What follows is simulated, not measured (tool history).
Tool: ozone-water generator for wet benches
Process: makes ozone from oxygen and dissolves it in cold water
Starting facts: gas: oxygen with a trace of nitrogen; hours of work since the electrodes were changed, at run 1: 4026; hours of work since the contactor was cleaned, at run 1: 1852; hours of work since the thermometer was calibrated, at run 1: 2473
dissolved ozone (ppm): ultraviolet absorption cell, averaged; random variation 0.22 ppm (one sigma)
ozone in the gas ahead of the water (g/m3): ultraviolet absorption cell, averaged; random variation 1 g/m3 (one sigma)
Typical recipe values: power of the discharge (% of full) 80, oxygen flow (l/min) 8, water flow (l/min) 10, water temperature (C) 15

run	day	power of the discharge (% of full)	oxygen flow (l/min)	water flow (l/min)	water temperature (C)	hours of work since the electrodes were changed	hours of work since the contactor was cleaned	hours of work since the thermometer was calibrated	dissolved ozone (ppm)	ozone in the gas ahead of the water (g/m3)
1	0	80	8	10	15	4026	1852	2473	32.9	177.8
2	2.812	80	7.5	10	15	4080	1906	2528	33.4	184.9
3	6.542	80	7.5	10	15	4152	1978	2599	33.3	183.1
4	11.358	80	7.5	10	15	4245	2071	2692	33.3	184.1
5	16.129	80	8	10	15	4337	2163	2784	32.8	177.8
6	19.029	80	8	10	15	4393	2219	2840	32.9	176.9
7	21.679	80	8	10	15	4444	2270	2891	32.7	176.5
8	27.142	80	8	10	15	4549	2375	2996	32.8	175.7
9	30.271	46	8	10	15	4609	2435	3056	20.8	112.6
10	35.229	46	8	10	15	4704	2530	3152	21.1	112.8
11	38.158	46	8	10	8	4761	2587	3208	24.4	113.2
12	41.367	80	8	10	15	4822	2649	3270	33	177.2
13	45.417	80	8	10	15	4900	2727	3348	32.9	177.3
14	51.188	80	8	10	15	5012	2838	3459	32.7	176
15	56.888	80	8	10	15	5121	2947	3568	32.7	177.4
16	59.608	80	8	10	15	5174	3000	3621	32.8	177.4
17	65.217	52	12.59	14	22	5282	3108	3729	14.8	97.4

Run 18 comes next. What will it give?
18	70.062	89	13.74	11	10	5375	3201	3822	?	?

dissolved ozone (ppm): 33.7
ozone in the gas ahead of the water (g/m3): 145.3
Without the tool's hidden state the same run would have given dissolved ozone (ppm) 33.8, ozone in the gas ahead of the water (g/m3) 145.7.
